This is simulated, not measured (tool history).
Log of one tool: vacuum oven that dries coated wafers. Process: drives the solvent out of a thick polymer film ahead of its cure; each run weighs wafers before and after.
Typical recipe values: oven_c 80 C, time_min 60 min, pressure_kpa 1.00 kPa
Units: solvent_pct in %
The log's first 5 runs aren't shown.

run	day	oven_c	time_min	pressure_kpa	solvent_pct
6	3.279	80	60	0.58	2.32
7	3.979	80	60	0.58	2.28
8	4.725	80	60	1.00	2.50
9	5.562	80	60	1.00	2.48
10	6.283	80	60	1.00	2.52
11	6.896	80	60	1.00	2.44
12	7.883	80	60	1.00	2.57
13	8.488	92	60	1.00	0.69
14	9.438	80	60	0.88	2.45
15	10.062	80	60	0.76	2.32
16	10.967	80	60	0.76	2.47
17	11.396	80	60	0.76	2.33
18	11.842	86	60	2.39	2.13
19	12.633	86	42	2.39	2.99
20	13.167	86	42	2.39	3.01
21	13.962	86	42	2.39	3.08
22	14.862	86	42	2.39	3.00
23	15.825	87	65	2.39	1.76

What will run 24 give?
24	16.512	87	65	2.39	?

{"run 24": {"solvent_pct": 1.8}}
Were there no unlogged condition in the tool, this run, its random variation unchanged, would have produced solvent_pct 1.77 %.
